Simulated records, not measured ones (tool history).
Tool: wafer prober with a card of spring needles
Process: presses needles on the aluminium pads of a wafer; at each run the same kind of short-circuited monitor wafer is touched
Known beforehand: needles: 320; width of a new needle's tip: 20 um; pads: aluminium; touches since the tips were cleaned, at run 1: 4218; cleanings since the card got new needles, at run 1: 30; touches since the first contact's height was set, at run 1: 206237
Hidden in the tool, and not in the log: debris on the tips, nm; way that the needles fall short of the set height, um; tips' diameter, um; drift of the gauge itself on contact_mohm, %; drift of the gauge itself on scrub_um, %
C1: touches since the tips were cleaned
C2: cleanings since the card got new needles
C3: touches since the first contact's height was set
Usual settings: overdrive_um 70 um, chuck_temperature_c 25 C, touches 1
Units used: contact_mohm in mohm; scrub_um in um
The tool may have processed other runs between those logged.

Run 1, hour 0: usual settings; C1 4218; C2 30; C3 206237. Result: contact_mohm 323 mohm, scrub_um 9.12 um.
At hour 6.6: tips cleaned on abrasive film.
At hour 23.1: tips cleaned on abrasive film.
At hour 26.7: height of the first contact set anew.
At hour 36.6: tips cleaned on abrasive film.
At hour 53: tips cleaned on abrasive film.
At hour 66.2: tips cleaned on abrasive film.
Run 2, hour 73.1: usual settings; C1 3055; C2 35; C3 20542. Result: contact_mohm 290 mohm, scrub_um 9.31 um.
At hour 79.7: tips cleaned on abrasive film.
At hour 92.9: tips cleaned on abrasive film.
At hour 106.1: tips cleaned on abrasive film.
At hour 122.5: tips cleaned on abrasive film.
At hour 139: tips cleaned on abrasive film.
At hour 155.1: tips cleaned on abrasive film.
Run 3, hour 155.1: usual settings but overdrive_um 64 um; C1 0; C2 41; C3 56833. Result: contact_mohm 185 mohm, scrub_um 8.46 um.
At hour 171.6: tips cleaned on abrasive film.
At hour 188: tips cleaned on abrasive film.
At hour 201.2: tips cleaned on abrasive film.
Run 4, hour 202.3: usual settings but overdrive_um 64 um, chuck_temperature_c 31 C; C1 492; C2 44; C3 77725. Result: contact_mohm 224 mohm, scrub_um 8.46 um.
At hour 215.5: tips cleaned on abrasive film.
At hour 232: tips cleaned on abrasive film.
Run 5, hour 236.7: usual settings but overdrive_um 64 um, chuck_temperature_c 31 C; C1 2134; C2 46; C3 92973. Result: contact_mohm 315 mohm, scrub_um 8.4 um.
At hour 246.7: tips cleaned on abrasive film.
At hour 259.8: tips cleaned on abrasive film.
At hour 273: tips cleaned on abrasive film.
At hour 289.5: tips cleaned on abrasive film.
Run 6, hour 302.4: usual settings; C1 5772; C2 50; C3 122059. Result: contact_mohm 346 mohm, scrub_um 9.19 um.
At hour 305.8: tips cleaned on abrasive film.
At hour 322.3: tips cleaned on abrasive film.
At hour 338.7: tips cleaned on abrasive film.
At hour 355.2: tips cleaned on abrasive film.
At hour 368.3: tips cleaned on abrasive film.
Run 7, hour 374.9: usual settings; C1 2918; C2 55; C3 154121. Result: contact_mohm 312 mohm, scrub_um 9.1 um.
At hour 384.7: tips cleaned on abrasive film.
At hour 397.9: tips cleaned on abrasive film.
At hour 414.4: tips cleaned on abrasive film.
At hour 430.8: tips cleaned on abrasive film.
At hour 444: tips cleaned on abrasive film.
Run 8, hour 453.8: usual settings but chuck_temperature_c 36 C; C1 4350; C2 60; C3 189038. Result: contact_mohm 334 mohm, scrub_um 9.12 um.
At hour 460.4: tips cleaned on abrasive film.
At hour 473.6: tips cleaned on abrasive film.
At hour 490: tips cleaned on abrasive film.
Run 9, hour 501.1: usual settings but chuck_temperature_c 44 C; C1 4942; C2 63; C3 210009. Result: contact_mohm 346 mohm, scrub_um 9.03 um.
At hour 504.5: tips cleaned on abrasive film.
At hour 517.9: height of the first contact set anew.
At hour 521.3: tips cleaned on abrasive film.
At hour 534.4: tips cleaned on abrasive film.
At hour 547.6: tips cleaned on abrasive film.
At hour 564.1: tips cleaned on abrasive film.
Run 10, hour 571.8: usual settings but chuck_temperature_c 57 C; C1 3457; C2 68; C3 23858. Result: contact_mohm 312 mohm, scrub_um 9.37 um.
At hour 578.5: tips cleaned on abrasive film.
At hour 591.7: tips cleaned on abrasive film.
At hour 604.8: tips cleaned on abrasive film.
At hour 621.3: tips cleaned on abrasive film.
Run 11, hour 629.8: usual settings but chuck_temperature_c 106 C; C1 3793; C2 72; C3 49511. Result: contact_mohm 325 mohm, scrub_um 9.29 um.
At hour 636.5: tips cleaned on abrasive film.
At hour 649.6: tips cleaned on abrasive film.
At hour 666.1: tips cleaned on abrasive film.
Run 12, hour 669.5: usual settings; C1 1517; C2 75; C3 67057. Result: contact_mohm 275 mohm, scrub_um 9.26 um.
At hour 679.4: tips cleaned on abrasive film.
At hour 692.6: tips cleaned on abrasive film.
At hour 709.1: tips cleaned on abrasive film.
At hour 725.5: tips cleaned on abrasive film.
At hour 738.7: tips cleaned on abrasive film.
Run 13, hour 749.4: usual settings; C1 4751; C2 80; C3 102413. Result: contact_mohm 347 mohm, scrub_um 9.2 um.
At hour 752.7: tips cleaned on abrasive film.
At hour 765.9: tips cleaned on abrasive film.
At hour 782.4: tips cleaned on abrasive film.
At hour 798.8: tips cleaned on abrasive film.
Run 14, hour 800.1: usual settings but overdrive_um 66 um, chuck_temperature_c 43 C, touches 3; C1 575; C2 84; C3 124844. Result: contact_mohm 181 mohm, scrub_um 8.63 um.
At hour 813.3: tips cleaned on abrasive film.
At hour 829.7: tips cleaned on abrasive film.
At hour 842.9: tips cleaned on abrasive film.
Run 15, hour 853.7: usual settings but chuck_temperature_c 115 C; C1 4802; C2 87; C3 148590. Result: contact_mohm 345 mohm, scrub_um 9.11 um.
At hour 857.1: tips cleaned on abrasive film.
At hour 870.2: tips cleaned on abrasive film.
At hour 883.4: tips cleaned on abrasive film.
At hour 896.8: tips cleaned on abrasive film.
Run 16, hour 896.8: usual settings but overdrive_um 54 um, chuck_temperature_c 31 C; C1 0; C2 91; C3 167603. Result: contact_mohm 192 mohm, scrub_um 6.99 um.
At hour 910: tips cleaned on abrasive film.
At hour 926.4: tips cleaned on abrasive film.
At hour 939.6: tips cleaned on abrasive film.
Run 17, hour 952.1: usual settings but overdrive_um 65 um; C1 5556; C2 94; C3 192106. Result: contact_mohm 398 mohm, scrub_um 8.39 um.
At hour 955.4: tips cleaned on abrasive film.
At hour 968.6: tips cleaned on abrasive film.
At hour 981.8: tips cleaned on abrasive film.
At hour 995: tips cleaned on abrasive film.
At hour 1008.4: height of the first contact set anew.
At hour 1011.7: tips cleaned on abrasive film.
Run 18, hour 1014.6: usual settings but overdrive_um 65 um; C1 1256; C2 99; C3 2713. Result: contact_mohm 267 mohm, scrub_um 8.69 um.
At hour 1027.7: tips cleaned on abrasive film.
At hour 1040.9: tips cleaned on abrasive film.
At hour 1057.4: tips cleaned on abrasive film.
At hour 1073.8: tips cleaned on abrasive film.
Run 19, hour 1077.4: usual settings but overdrive_um 61 um, chuck_temperature_c 62 C, touches 3; C1 1605; C2 103; C3 30546. Result: contact_mohm 222 mohm, scrub_um 8.09 um.
At hour 1087.3: tips cleaned on abrasive film.
At hour 1100.5: tips cleaned on abrasive film.
Run 20, hour 1112.4: usual settings but overdrive_um 61 um, chuck_temperature_c 62 C, touches 3; C1 5300; C2 105; C3 46044. Result: contact_mohm 256 mohm, scrub_um 8.04 um.
At hour 1115.8: tips cleaned on abrasive film.
At hour 1132.2: tips cleaned on abrasive film.
At hour 1145.4: tips cleaned on abrasive film.
At hour 1158.6: tips cleaned on abrasive film.
At hour 1175.1: tips cleaned on abrasive film.
Run 21, hour 1184.2: usual settings but overdrive_um 61 um, chuck_temperature_c 62 C, touches 2; C1 4071; C2 110; C3 77802. Result: contact_mohm 308 mohm, scrub_um 8.08 um.
At hour 1190.8: tips cleaned on abrasive film.
At hour 1204: tips cleaned on abrasive film.
At hour 1217.2: tips cleaned on abrasive film.
At hour 1230.4: tips cleaned on abrasive film.
Run 22, hour 1237.9: usual settings but overdrive_um 72 um, chuck_temperature_c 112 C, touches 2; C1 3329; C2 114; C3 101532. Result: contact_mohm 270 mohm, scrub_um 9.45 um.
At hour 1244.5: tips cleaned on abrasive film.
At hour 1257.7: tips cleaned on abrasive film.
At hour 1274.1: tips cleaned on abrasive film.
At hour 1287.3: tips cleaned on abrasive film.
At hour 1303.8: tips cleaned on abrasive film.
Run 23, hour 1311.3: usual settings but overdrive_um 72 um, chuck_temperature_c 112 C, touches 2; C1 3338; C2 119; C3 134014. Result: contact_mohm 257 mohm, scrub_um 9.42 um.
At hour 1317.9: tips cleaned on abrasive film.
At hour 1334.4: tips cleaned on abrasive film.
At hour 1350.8: tips cleaned on abrasive film.
Run 24, hour 1360.9: usual settings but overdrive_um 51 um, chuck_temperature_c 43 C, touches 3; C1 4503; C2 122; C3 156003. Result: contact_mohm 293 mohm, scrub_um 6.59 um.
At hour 1364.3: tips cleaned on abrasive film.
At hour 1377.5: tips cleaned on abrasive film.
At hour 1390.6: tips cleaned on abrasive film.
At hour 1407.1: tips cleaned on abrasive film.
Run 25, hour 1416.5: usual settings but overdrive_um 51 um, chuck_temperature_c 43 C, touches 3; C1 4198; C2 126; C3 180600. Result: contact_mohm 299 mohm, scrub_um 6.6 um.

A few steps of contact_mohm between consecutive runs. Split each: what settings, incoming material and random variation would produce without the hidden state, and what is left over for the hidden state, along with gauge scatter present in only one of the two compared results (measured, and without hidden state):
Run 13 -> 14: overdrive_um 70 -> 66, chuck_temperature_c 25 -> 43, touches 1 -> 3, tips cleaned on abrasive film, tips cleaned on abrasive film, tips cleaned on abrasive film, tips cleaned on abrasive film. contact_mohm -166 mohm: hidden state -168, all else +2.
Run 16 -> 17: overdrive_um 54 -> 65, chuck_temperature_c 31 -> 25, tips cleaned on abrasive film, tips cleaned on abrasive film, tips cleaned on abrasive film. contact_mohm +206 mohm: hidden state +212, all else -6.

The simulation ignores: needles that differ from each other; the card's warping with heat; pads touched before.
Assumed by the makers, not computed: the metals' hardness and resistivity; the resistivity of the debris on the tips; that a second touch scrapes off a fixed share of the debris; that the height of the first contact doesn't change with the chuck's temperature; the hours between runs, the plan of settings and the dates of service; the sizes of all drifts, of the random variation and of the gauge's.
